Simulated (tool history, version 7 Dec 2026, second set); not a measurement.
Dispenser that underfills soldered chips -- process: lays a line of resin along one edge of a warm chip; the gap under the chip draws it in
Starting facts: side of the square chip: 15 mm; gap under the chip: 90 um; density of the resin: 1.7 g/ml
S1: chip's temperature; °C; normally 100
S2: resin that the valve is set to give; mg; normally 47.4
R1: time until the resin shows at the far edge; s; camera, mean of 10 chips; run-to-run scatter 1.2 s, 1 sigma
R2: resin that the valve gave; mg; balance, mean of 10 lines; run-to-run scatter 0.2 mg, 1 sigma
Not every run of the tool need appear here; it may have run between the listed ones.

run 1 hour=0.0 | S1=100 S2=47.4 | R1=128.7 R2=46.35
-- hour=5.4 new syringe of resin
run 2 hour=7.8 | S1=100 S2=54.6 | R1=115.4 R2=53.29
-- hour=17.0 new syringe of resin
run 3 hour=17.0 | S1=100 S2=54.6 | R1=108.2 R2=53.39
run 4 hour=25.9 | S1=100 S2=47.4 | R1=137.9 R2=45.56
-- hour=28.9 new syringe of resin
run 5 hour=31.2 | S1=100 S2=47.4 | R1=117.0 R2=45.50
run 6 hour=38.6 | S1=100 S2=49.8 | R1=141.2 R2=47.63
-- hour=40.6 new syringe of resin
run 7 hour=48.1 | S1=100 S2=49.8 | R1=131.4 R2=47.06
-- hour=52.4 new syringe of resin
run 8 hour=52.4 | S1=100 S2=47.4 | R1=109.5 R2=45.21
run 9 hour=60.3 | S1=100 S2=47.4 | R1=134.8 R2=44.89
-- hour=64.4 new syringe of resin
run 10 hour=70.5 | S1=100 S2=47.4 | R1=131.9 R2=44.74
-- hour=76.1 new syringe of resin
run 11 hour=79.2 | S1=88 S2=47.4 | R1=170.8 R2=44.39
-- hour=88.0 new syringe of resin
run 12 hour=89.1 | S1=88 S2=47.4 | R1=165.7 R2=44.29
run 13 hour=93.7 | S1=88 S2=47.4 | R1=188.2 R2=44.10
-- hour=99.7 new syringe of resin
run 14 hour=104.0 | S1=88 S2=41.6 | R1=190.7 R2=38.38
run 15 hour=108.3 | S1=88 S2=41.6 | R1=217.0 R2=38.33
-- hour=111.3 new syringe of resin
run 16 hour=114.1 | S1=88 S2=41.6 | R1=185.0 R2=37.92
run 17 hour=118.6 | S1=102 S2=54.1 | R1=124.6 R2=49.65
-- hour=122.7 new syringe of resin
run 18 hour=127.7 | S1=97 S2=45.2 | R1=144.5 R2=40.88
-- hour=134.4 new syringe of resin
run 19 hour=135.2 | S1=97 S2=45.2 | R1=125.3 R2=41.06
run 20 hour=143.0 | S1=97 S2=45.2 | R1=157.6 R2=41.02
-- hour=146.5 new syringe of resin
run 21 hour=150.5 | S1=89 S2=51.0 | R1=166.1 R2=45.65
-- hour=152.2 dispensing valve cleaned and set on the balance
-- hour=159.2 new syringe of resin
run 22 hour=161.2 | S1=89 S2=51.0 | R1=155.7 R2=50.84
run 23 hour=169.8 | S1=89 S2=44.0 | R1=200.6 R2=43.77
-- hour=170.9 new syringe of resin
run 24 hour=174.9 | S1=89 S2=44.0 | R1=171.2 R2=43.35
run 25 hour=180.1 | S1=100 S2=54.9 | R1=135.7 R2=54.07
-- hour=182.6 new syringe of resin
-- hour=184.1 stage's temperature calibrated
run 26 hour=185.5 | S1=100 S2=54.9 | R1=116.6 R2=53.53

Run 27, settings as shown, results not yet in. Your forecast:
run 27 hour=193.9 | S1=100 S2=54.9 | R1=? R2=?

R1: 143.9 s
R2: 53.36 mg
Had the tool carried no hidden state, the very same run would have given R1 111.0 s, R2 54.62 mg.
